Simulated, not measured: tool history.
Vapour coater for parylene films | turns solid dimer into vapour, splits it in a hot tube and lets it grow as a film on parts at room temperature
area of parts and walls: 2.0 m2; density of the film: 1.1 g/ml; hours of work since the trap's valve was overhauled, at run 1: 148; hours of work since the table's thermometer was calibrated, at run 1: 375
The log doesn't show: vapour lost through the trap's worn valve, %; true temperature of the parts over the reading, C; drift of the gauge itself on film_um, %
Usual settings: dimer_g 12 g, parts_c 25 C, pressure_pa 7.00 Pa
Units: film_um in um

| run | hour | dimer_g | parts_c | pressure_pa | hours of work since the trap's valve was overhauled | hours of work since the table's thermometer was calibrated | film_um |
|---|---|---|---|---|---|---|---|
| 1 | 0.0 | 12 | 25 | 7.00 | 148 | 375 | 3.09 |
| 2 | 70.0 | 12 | 25 | 7.00 | 179 | 406 | 3.04 |
| 3 | 111.8 | 12 | 25 | 7.00 | 198 | 425 | 2.98 |
| 4 | 177.5 | 12 | 25 | 5.55 | 227 | 454 | 3.11 |
| 5 | 224.2 | 12 | 25 | 5.55 | 248 | 475 | 3.10 |
| 6 | 294.0 | 12 | 25 | 5.55 | 279 | 506 | 3.16 |
| 7 | 350.7 | 18 | 35 | 6.92 | 304 | 532 | 3.20 |
| 8 | 419.3 | 11 | 25 | 7.08 | 335 | 562 | 2.64 |
| 9 | 481.7 | 8 | 27 | 7.00 | 363 | 590 | 1.78 |
| 10 | 554.6 | 12 | 33 | 7.00 | 395 | 623 | 2.19 |
| 11 | 613.3 | 6 | 20 | 7.00 | 422 | 649 | 1.67 |
| 12 | 680.4 | 6 | 20 | 7.00 | 452 | 679 | 1.63 |

3 ways to go on from here, each from the tool as it stands after run 12. What would each give?
| A | 727.1 | 16 | 18 | 2.63 | 473 | 700 | ? |
| B | 727.1 | 9 | 25 | 2.79 | 473 | 700 | ? |
| C | 727.1 | 14 | 20 | 7.00 | 473 | 700 | ? |

| run | film_um |
|---|---|
| A | 5.92 |
| B | 2.63 |
| C | 3.88 |
Without the tool's hidden state the same runs would have given:
| run | film_um |
|---|---|
| A | 6.58 |
| B | 2.93 |
| C | 4.32 |
